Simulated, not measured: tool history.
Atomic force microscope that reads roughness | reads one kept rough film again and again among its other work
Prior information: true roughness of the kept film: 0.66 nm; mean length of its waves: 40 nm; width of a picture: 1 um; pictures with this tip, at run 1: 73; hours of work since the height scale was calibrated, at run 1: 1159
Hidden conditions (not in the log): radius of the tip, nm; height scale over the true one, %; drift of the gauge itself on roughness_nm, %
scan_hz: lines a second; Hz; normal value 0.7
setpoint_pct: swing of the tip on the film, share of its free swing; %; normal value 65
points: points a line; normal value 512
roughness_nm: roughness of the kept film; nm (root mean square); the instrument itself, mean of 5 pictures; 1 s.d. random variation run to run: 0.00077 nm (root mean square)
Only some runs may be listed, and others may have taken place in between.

run	day	scan_hz	setpoint_pct	points	pictures with this tip	hours of work since the height scale was calibrated	roughness_nm
1	0	0.7	65	512	73	1159	0.63
# day 0.608: new tip fitted
2	1.992	0.7	65	512	56	1186	0.632
# day 3.138: new tip fitted
3	3.938	0.7	65	512	32	1212	0.6348
4	5.029	0.7	65	447	76	1227	0.6324
# day 5.55: new tip fitted
5	6.533	0.7	65	447	40	1247	0.6364
# day 7.975: new tip fitted
6	8.954	0.7	65	447	40	1279	0.6356
# day 10.438: new tip fitted
7	10.988	0.7	65	447	23	1307	0.6403
# day 12.821: new tip fitted
8	12.988	0.7	65	447	7	1333	0.6408
# day 15.25: new tip fitted
9	15.25	0.7	65	447	0	1364	0.6416
10	17.379	0.7	65	447	87	1392	0.6302
# day 17.633: new tip fitted
11	19.396	0.7	65	512	72	1419	0.6315
# day 20.021: new tip fitted
12	21.783	0.7	88	512	72	1451	0.6061
# day 22.433: new tip fitted
13	23.796	0.7	88	512	56	1478	0.608
# day 25.004: new tip fitted
14	26.004	0.7	88	512	41	1508	0.6106
# day 26.225: height scale calibrated on a step standard
# day 27.525: new tip fitted
15	28.562	0.7	65	512	42	31	0.6416
# day 30.083: new tip fitted
16	30.95	0.7	65	512	35	63	0.6437
# day 32.533: new tip fitted
17	32.658	0.517	65	512	5	86	0.6501
# day 35.088: new tip fitted
18	35.133	1.931	65	512	2	119	0.6284
# day 35.4: height scale calibrated on a step standard, once more
19	37.046	0.771	63	512	78	22	0.625
# day 37.571: new tip fitted
20	38.162	1.296	63	614	24	37	0.6266
# day 40.146: new tip fitted
21	40.508	1.296	78	825	15	69	0.6008
22	41.629	2.304	76	847	60	84	0.5705
# day 42.562: new tip fitted
23	43.75	2.07	57	717	49	112	0.6209
24	44.879	0.7	70	374	95	127	0.617
# day 45.017: new tip fitted
25	46.279	0.7	57	931	52	146	0.636
# day 47.479: new tip fitted
26	48.471	0.7	64	361	41	175	0.629
# day 49.908: new tip fitted
27	50.683	0.657	70	512	32	205	0.6296
28	51.996	0.877	90	512	85	223	0.5832
# day 52.375: new tip fitted
29	54.267	1.054	69	732	76	253	0.6159
# day 54.825: new tip fitted
30	55.921	3	74	841	45	275	0.5639
31	56.988	1.054	80	806	88	290	0.5964
# day 57.208: new tip fitted
32	59.288	1.941	63	806	85	321	0.6089
# day 59.633: new tip fitted
33	60.9	1.251	65	501	51	342	0.6196
# day 62.162: new tip fitted
34	62.758	2.083	70	545	25	367	0.598
35	64.146	0.963	72	526	81	386	0.6123

4 ways to go on from here, each from the tool as it stands after run 35. What would each give?
# day 64.55: new tip fitted
A	65.854	1.79	66	973	53	409	?
# day 64.55: new tip fitted
B	65.854	0.963	72	354	53	409	?
# day 64.55: new tip fitted
C	65.854	0.963	72	741	53	409	?
# day 64.55: new tip fitted
D	65.854	1.302	65	410	53	409	?

run	roughness_nm
A	0.6118
B	0.6162
C	0.6177
D	0.6193
The same runs, with their run-to-run variation unchanged, on a tool lacking any hidden condition would have given:
run	roughness_nm
A	0.6175
B	0.6219
C	0.6234
D	0.625
